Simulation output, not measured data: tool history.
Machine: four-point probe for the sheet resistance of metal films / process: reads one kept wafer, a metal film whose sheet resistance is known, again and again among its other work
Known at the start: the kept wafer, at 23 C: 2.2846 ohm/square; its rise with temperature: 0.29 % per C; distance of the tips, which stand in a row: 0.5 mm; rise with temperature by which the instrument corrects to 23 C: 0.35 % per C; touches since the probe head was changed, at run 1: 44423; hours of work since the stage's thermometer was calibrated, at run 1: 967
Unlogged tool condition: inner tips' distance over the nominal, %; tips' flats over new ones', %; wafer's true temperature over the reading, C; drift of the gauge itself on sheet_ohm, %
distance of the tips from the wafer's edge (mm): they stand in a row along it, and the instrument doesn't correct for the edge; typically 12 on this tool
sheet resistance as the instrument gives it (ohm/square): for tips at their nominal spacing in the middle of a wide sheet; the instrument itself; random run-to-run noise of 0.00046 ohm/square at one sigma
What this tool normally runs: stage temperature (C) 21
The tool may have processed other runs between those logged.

run   hour  stage temperature (C)  distance of the tips from the wafer's edge (mm)  touches since the probe head was changed  hours of work since the stage's thermometer was calibrated  sheet resistance as the instrument gives it (ohm/square)
  1      0                     21                                               12                                     44423                                                         967                                                  2.276685
  2   23.1                     21                                               24                                     45059                                                         980                                                  2.275256
  3   53.1                     21                                                7                                     45885                                                         997                                                  2.280634
  4   81.1                     27                                                7                                     46658                                                        1013                                                  2.272545
  5  108.3                     21                                               12                                     47408                                                        1028                                                  2.277022
  6  139.8                     28                                               12                                     48276                                                        1045                                                  2.265711
  7  176.7                     21                                                6                                     49292                                                        1066                                                  2.282937
  8  200.6                     21                                                6                                     49950                                                        1079                                                  2.282278
  9  233.2                     19                                               12                                     50849                                                        1098                                                  2.279225
 10  257.8                     19                                               12                                     51527                                                        1111                                                  2.279097
 11  293.6                     21                                               12                                     52513                                                        1131                                                  2.275926
 12    329                     21                                               36                                     53490                                                        1151                                                   2.27407
 13  366.5                     21                                               36                                     54525                                                        1172                                                  2.273775
 14  400.6                     21                                               36                                     55463                                                        1191                                                  2.273739
 15  419.5                     21                                               36                                     55984                                                        1202                                                  2.273634
 16  460.5                     21                                               36                                     57116                                                        1225                                                  2.273618
 17  484.5                     21                                                4                                     57775                                                        1238                                                  2.292855
 18  517.3                     21                                                4                                     58679                                                        1257                                                  2.291303
 19  555.4                     21                                                4                                     59731                                                        1278                                                  2.292218
 20  580.4                     21                                               11                                     60419                                                        1292                                                  2.274773
 21  623.5                     32                                                8                                     61606                                                        1316                                                  2.260932
 22    654                     18                                                5                                     62449                                                        1333                                                  2.288943
 23  683.3                     18                                                5                                     63255                                                        1349                                                  2.289697

Predict the results of run 24:
 24  721.5                     18                                                5                                     64308                                                        1371                                                         ?

sheet resistance as the instrument gives it (ohm/square): 2.288953
The same run, on a tool lacking any hidden state, would have yielded sheet resistance as the instrument gives it (ohm/square) 2.304536.
